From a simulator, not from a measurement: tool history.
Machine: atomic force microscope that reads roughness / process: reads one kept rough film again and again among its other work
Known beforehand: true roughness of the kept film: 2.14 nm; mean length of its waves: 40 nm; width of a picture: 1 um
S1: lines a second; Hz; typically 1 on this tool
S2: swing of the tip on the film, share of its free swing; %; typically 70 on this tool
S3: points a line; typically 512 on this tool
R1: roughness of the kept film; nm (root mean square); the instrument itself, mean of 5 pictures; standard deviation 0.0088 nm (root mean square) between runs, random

| run | hour | S1 | S2 | S3 | R1 |
|---|---|---|---|---|---|
| 1 | 0 | 1 | 70 | 512 | 1.948 |
| 2 | 12.2 | 1 | 70 | 512 | 1.949 |
| 3 | 27.9 | 1 | 64 | 512 | 1.975 |
| 4 | 38.9 | 1 | 64 | 512 | 1.991 |
| 5 | 52.4 | 1 | 64 | 512 | 1.982 |
| 6 | 65 | 1 | 64 | 512 | 1.986 |
| 7 | 75.6 | 2.36 | 70 | 512 | 1.824 |
| 8 | 92.4 | 1 | 70 | 512 | 1.946 |
|  | 100.1 | new tip fitted |
| 9 | 109.3 | 1 | 70 | 326 | 1.94 |
| 10 | 128.4 | 1 | 70 | 326 | 1.945 |
| 11 | 142.7 | 1 | 70 | 326 | 1.942 |
| 12 | 159.3 | 1 | 70 | 326 | 1.929 |
| 13 | 173.3 | 1 | 70 | 326 | 1.936 |
| 14 | 192.4 | 1.77 | 74 | 421 | 1.833 |
| 15 | 210.7 | 1.77 | 83 | 421 | 1.731 |
| 16 | 225.3 | 1.87 | 70 | 969 | 1.865 |
| 17 | 236.5 | 1.87 | 70 | 969 | 1.863 |
| 18 | 248.3 | 0.54 | 71 | 395 | 1.994 |

Branching from run 18: 5 alternative next runs. What would each branch give?
| A | 263.9 | 1.14 | 70 | 512 | ? |
| B | 263.9 | 0.54 | 60 | 395 | ? |
| C | 263.9 | 0.54 | 80 | 395 | ? |
| D | 263.9 | 1 | 70 | 409 | ? |
| E | 263.9 | 1 | 70 | 362 | ? |

| run | R1 |
|---|---|
| A | 1.941 |
| B | 2.016 |
| C | 1.943 |
| D | 1.948 |
| E | 1.952 |
The same runs, with their run-to-run variation unchanged, on a tool lacking any hidden condition would have given:
| run | R1 |
|---|---|
| A | 1.945 |
| B | 2.02 |
| C | 1.948 |
| D | 1.952 |
| E | 1.956 |
